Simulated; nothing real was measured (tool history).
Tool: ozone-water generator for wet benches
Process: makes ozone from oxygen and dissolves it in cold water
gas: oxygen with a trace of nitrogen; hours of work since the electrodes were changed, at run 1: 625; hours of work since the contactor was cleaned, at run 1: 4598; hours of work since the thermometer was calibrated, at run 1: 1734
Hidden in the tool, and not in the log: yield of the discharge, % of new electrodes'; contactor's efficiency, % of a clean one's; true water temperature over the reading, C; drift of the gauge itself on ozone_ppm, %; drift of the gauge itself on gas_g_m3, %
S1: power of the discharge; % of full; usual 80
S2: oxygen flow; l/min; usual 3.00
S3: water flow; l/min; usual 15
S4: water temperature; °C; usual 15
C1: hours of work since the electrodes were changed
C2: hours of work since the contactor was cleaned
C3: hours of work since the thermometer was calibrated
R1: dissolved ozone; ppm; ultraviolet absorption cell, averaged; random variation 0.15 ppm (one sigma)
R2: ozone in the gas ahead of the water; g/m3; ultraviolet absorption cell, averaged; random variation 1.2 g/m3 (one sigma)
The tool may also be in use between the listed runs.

run   hour  S1    S2  S3  S4    C1    C2    C3    R1     R2
  1    0.0  80  3.00  15  15   625  4598  1734  17.9  206.4
  2   65.1  58  3.00  15  15   673  4645  1782  13.3  153.4
  3  177.8  58  3.00  15  15   755  4727  1864  13.2  154.0
  4  291.2  58  3.00  15  15   837  4810  1946  13.1  152.8
  5  345.9  80  3.00  17  15   877  4850  1986  15.8  206.2
  6  417.3  80  3.00  17  15   929  4902  2038  16.0  205.8
  7  522.5  53  4.07  10   9  1006  4978  2115  19.5  123.7
  8  607.1  53  4.07  23   9  1067  5040  2176   9.5  124.5
  9  658.7  53  4.07  23   9  1105  5077  2214   9.1  124.5
 10  731.1  51  2.83  18  19  1158  5130  2266   9.4  138.6
 11  839.1  78  3.00  17  15  1236  5209  2345  15.5  199.7
 12  931.5  58  4.80  15  12  1303  5276  2412  14.7  127.0

Hidden state or all else? Some run-to-run changes of R1, split into what the settings, what came in and random variation would give without the hidden state, and what is left for the hidden state (with any gauge scatter that isn't in both results):
Run 7 -> 8: S3 10 -> 23. R1 -10.0 ppm: hidden state +0.4, all else -10.4.
Run 10 -> 11: S1 51 -> 78, S2 2.83 -> 3.00, S3 18 -> 17, S4 19 -> 15. R1 +6.1 ppm: hidden state -0.5, all else +6.6.
